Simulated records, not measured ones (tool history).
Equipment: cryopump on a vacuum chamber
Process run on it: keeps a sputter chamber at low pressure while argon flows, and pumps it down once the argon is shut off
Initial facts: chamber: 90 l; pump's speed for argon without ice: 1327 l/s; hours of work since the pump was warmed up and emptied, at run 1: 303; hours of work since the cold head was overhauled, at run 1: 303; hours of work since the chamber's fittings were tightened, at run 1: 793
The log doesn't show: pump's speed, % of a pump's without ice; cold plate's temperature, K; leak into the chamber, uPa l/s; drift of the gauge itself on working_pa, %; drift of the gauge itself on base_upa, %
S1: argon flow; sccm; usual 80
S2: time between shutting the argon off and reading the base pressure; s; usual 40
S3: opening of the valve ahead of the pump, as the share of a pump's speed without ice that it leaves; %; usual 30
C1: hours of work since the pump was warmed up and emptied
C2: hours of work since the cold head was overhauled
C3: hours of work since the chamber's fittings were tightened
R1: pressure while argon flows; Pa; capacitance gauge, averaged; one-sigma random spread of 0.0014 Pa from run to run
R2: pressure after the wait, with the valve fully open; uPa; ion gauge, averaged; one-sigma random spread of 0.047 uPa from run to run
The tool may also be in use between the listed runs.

run 1 hour=0 | S1=80 S2=40 S3=30 | C1=303 C2=303 C3=793 | R1=0.3476 R2=3.28
run 2 hour=71.1 | S1=80 S2=40 S3=30 | C1=332 C2=332 C3=822 | R1=0.349 R2=3.32
run 3 hour=128.2 | S1=80 S2=40 S3=30 | C1=355 C2=355 C3=845 | R1=0.3472 R2=3.37
run 4 hour=188.6 | S1=80 S2=40 S3=30 | C1=379 C2=379 C3=869 | R1=0.3492 R2=3.35
run 5 hour=234 | S1=80 S2=40 S3=30 | C1=397 C2=397 C3=888 | R1=0.35 R2=3.41
run 6 hour=278.2 | S1=80 S2=40 S3=30 | C1=415 C2=415 C3=905 | R1=0.3509 R2=3.39
run 7 hour=353.1 | S1=71 S2=40 S3=30 | C1=445 C2=445 C3=936 | R1=0.3122 R2=3.44
run 8 hour=426 | S1=71 S2=40 S3=30 | C1=475 C2=475 C3=965 | R1=0.3145 R2=3.37
run 9 hour=475.8 | S1=71 S2=40 S3=30 | C1=495 C2=495 C3=985 | R1=0.3128 R2=3.5
run 10 hour=523.2 | S1=71 S2=40 S3=30 | C1=514 C2=514 C3=1004 | R1=0.3137 R2=3.5
run 11 hour=557.4 | S1=80 S2=40 S3=29 | C1=528 C2=528 C3=1018 | R1=0.3662 R2=3.53
run 12 hour=599.8 | S1=80 S2=40 S3=29 | C1=545 C2=545 C3=1035 | R1=0.3684 R2=3.53
run 13 hour=679.8 | S1=80 S2=40 S3=29 | C1=577 C2=577 C3=1067 | R1=0.3694 R2=3.62
run 14 hour=731 | S1=80 S2=40 S3=29 | C1=598 C2=598 C3=1088 | R1=0.3675 R2=3.53
run 15 hour=783.2 | S1=80 S2=40 S3=29 | C1=619 C2=619 C3=1109 | R1=0.3659 R2=3.62
run 16 hour=834.2 | S1=80 S2=40 S3=29 | C1=640 C2=640 C3=1130 | R1=0.372 R2=3.65
run 17 hour=870.2 | S1=104 S2=155 S3=25 | C1=654 C2=654 C3=1144 | R1=0.5539 R2=1.69
run 18 hour=944.8 | S1=80 S2=22 S3=22 | C1=684 C2=684 C3=1174 | R1=0.4841 R2=5.75
run 19 hour=1023.6 | S1=80 S2=22 S3=22 | C1=716 C2=716 C3=1206 | R1=0.4861 R2=5.72
run 20 hour=1057 | S1=80 S2=152 S3=39 | C1=729 C2=729 C3=1220 | R1=0.2834 R2=1.74
run 21 hour=1097.2 | S1=80 S2=152 S3=39 | C1=746 C2=746 C3=1236 | R1=0.2847 R2=1.78
run 22 hour=1134.3 | S1=80 S2=152 S3=39 | C1=761 C2=761 C3=1251 | R1=0.2839 R2=1.84
run 23 hour=1174 | S1=112 S2=188 S3=35 | C1=777 C2=777 C3=1267 | R1=0.4416 R2=1.78
run 24 hour=1214.9 | S1=104 S2=201 S3=49 | C1=793 C2=793 C3=1283 | R1=0.3048 R2=1.66
run 25 hour=1270.5 | S1=91 S2=112 S3=26 | C1=816 C2=816 C3=1306 | R1=0.4759 R2=2.15
run 26 hour=1326.7 | S1=80 S2=38 S3=30 | C1=838 C2=838 C3=1328 | R1=0.3678 R2=3.93
run 27 hour=1397.8 | S1=140 S2=86 S3=30 | C1=867 C2=867 C3=1357 | R1=0.643 R2=2.37
run 28 hour=1470.2 | S1=140 S2=86 S3=30 | C1=896 C2=896 C3=1386 | R1=0.6435 R2=2.48
run 29 hour=1547.1 | S1=38 S2=34 S3=30 | C1=927 C2=927 C3=1417 | R1=0.1758 R2=4.51
-- hour=1578.7 pump warmed up, emptied and cooled again
run 30 hour=1628.5 | S1=76 S2=92 S3=37 | C1=20 C2=958 C3=1448 | R1=0.2623 R2=2.17
run 31 hour=1675.1 | S1=76 S2=92 S3=37 | C1=39 C2=977 C3=1467 | R1=0.2618 R2=2.06

A few steps of R1 between consecutive runs. Split each: what settings, incoming material and random variation would produce without the hidden state, and what is left over for the hidden state, along with gauge scatter present in only one of the two compared results (measured, and without hidden state):
Run 19 -> 20: S2 22 -> 152, S3 22 -> 39. R1 -0.2027 Pa: hidden state +0.0005, all else -0.2032.
Run 26 -> 27: S1 80 -> 140, S2 38 -> 86. R1 +0.2752 Pa: hidden state +0.0217, all else +0.2535.
Run 28 -> 29: S1 140 -> 38, S2 86 -> 34. R1 -0.4677 Pa: hidden state -0.036, all else -0.4317.
Run 29 -> 30: S1 38 -> 76, S2 34 -> 92, S3 30 -> 37, pump warmed up, emptied and cooled again. R1 +0.0865 Pa: hidden state -0.0129, all else +0.0994.
